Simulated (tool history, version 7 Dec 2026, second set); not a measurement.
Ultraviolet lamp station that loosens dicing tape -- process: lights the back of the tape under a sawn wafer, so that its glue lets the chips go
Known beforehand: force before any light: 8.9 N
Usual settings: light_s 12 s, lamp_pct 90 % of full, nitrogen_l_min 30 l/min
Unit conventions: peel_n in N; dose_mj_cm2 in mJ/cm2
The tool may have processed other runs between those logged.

run,hour,light_s,lamp_pct,nitrogen_l_min,peel_n,dose_mj_cm2
1,0,12,90,30,1.748,318
# hour 3.2: window cleaned of glue's vapour
2,46.6,12,90,30,1.739,329
# hour 69.4: lamp changed
3,74,12,90,30,0.802,505
4,112.9,12,90,30,0.83,496
5,150.3,8,90,30,1.641,325
6,181.3,8,90,30,1.75,327
7,221.9,8,90,30,1.72,327
8,240.9,12,90,34,0.849,481
9,262.4,12,90,34,0.862,480
10,305.6,6,78,11,3.956,206
11,327.4,6,78,11,3.913,204
12,348.5,6,75,12,3.942,194
13,391.5,8,60,57,2.667,208
14,422.7,15,92,24,0.672,586

Expected results for the next run?
15,450.5,20,97,28,?,?

Run 15 yielded peel_n 0.342 N, dose_mj_cm2 809 mJ/cm2.
Minus the tool's unlogged condition, the same run would have read peel_n 0.298 N, dose_mj_cm2 905 mJ/cm2.
